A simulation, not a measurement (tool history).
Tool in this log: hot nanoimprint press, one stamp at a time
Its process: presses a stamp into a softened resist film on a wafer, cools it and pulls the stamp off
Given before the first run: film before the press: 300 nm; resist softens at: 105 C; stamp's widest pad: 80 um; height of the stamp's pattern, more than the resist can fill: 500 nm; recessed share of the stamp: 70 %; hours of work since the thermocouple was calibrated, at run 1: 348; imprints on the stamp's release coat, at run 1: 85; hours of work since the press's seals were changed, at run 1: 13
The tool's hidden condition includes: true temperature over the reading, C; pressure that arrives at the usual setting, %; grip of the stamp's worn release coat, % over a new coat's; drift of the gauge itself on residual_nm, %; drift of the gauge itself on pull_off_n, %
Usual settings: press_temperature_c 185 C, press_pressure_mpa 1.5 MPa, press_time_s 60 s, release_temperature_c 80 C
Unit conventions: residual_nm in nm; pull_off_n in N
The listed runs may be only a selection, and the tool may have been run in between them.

run	hour	press_temperature_c	press_pressure_mpa	press_time_s	release_temperature_c	hours of work since the thermocouple was calibrated	imprints on the stamp's release coat	hours of work since the press's seals were changed	residual_nm	pull_off_n
1	0	185	1.5	60	80	348	85	13	104.7	127
2	8.5	185	1.06	60	80	354	124	19	126.9	131
3	14.7	185	1.06	60	80	359	154	24	125.7	136
4	22.9	185	1.06	60	80	365	192	30	125.1	134
5	27.9	185	1.5	63	80	369	216	34	102.5	139
6	34.5	185	1.5	60	80	373	246	38	104.8	137
7	39.1	185	1.5	60	80	377	268	42	104.9	140
8	45.3	185	1.5	60	80	381	297	46	105.4	144
9	53	187	1.5	60	80	387	334	52	96	148
10	59.5	187	1.5	60	80	392	364	57	96	140
11	65.1	185	1.5	60	80	396	390	61	104.5	156
# hour 68.8: plate thermocouple calibrated
12	74	185	1.5	60	80	4	418	65	98	140
13	81.6	185	1.5	60	80	9	454	71	98.2	148
14	87.7	185	1.5	60	80	14	482	75	97.5	150
# hour 94.1: plate thermocouple calibrated, once more
15	97.4	185	1.5	60	80	2	513	80	113.7	155
16	105	185	1.5	39	83	8	549	86	134.3	149
17	109.4	185	1.93	82	80	11	570	89	88.3	156
18	117	185	1.93	82	80	17	605	95	88.7	156
19	121.7	185	1.93	82	80	20	628	98	87.2	157
20	125.9	191	1.5	60	80	23	647	101	86.1	163
# hour 136.1: stamp cleaned and given a new release coat
21	136.4	191	1.5	60	80	27	1	104	85.1	129
22	143.5	196	1.23	39	81	32	35	110	90.1	130
23	149.3	189	1.5	60	74	36	62	114	93.7	152
24	153.1	193	1.5	60	74	39	80	117	78.1	155
25	160.8	185	2.32	63	85	45	116	122	88.3	123
26	165.4	185	1.97	40	85	48	138	126	112.5	123
27	172.3	185	1.97	40	85	53	170	131	112.4	125
28	179.2	185	1.97	40	85	58	202	136	111.2	124
29	187.3	192	1.97	48	85	64	241	142	75.8	125
30	195.8	192	1.97	52	85	70	280	148	73.7	125

3 options for the next run, each taken on its own from the tool as it stands now. Forecast them:
A	199.8	192	1.97	38	85	73	299	151	?	?
B	199.8	192	1.97	60	85	73	299	151	?	?
C	199.8	188	1.5	60	80	73	299	151	?	?

run	residual_nm	pull_off_n
A	83.4	126
B	69.3	128
C	97.9	146
Stripped of hidden state, with their random variation kept, the same runs would have yielded:
run	residual_nm	pull_off_n
A	83.7	114
B	69.5	116
C	98.5	132
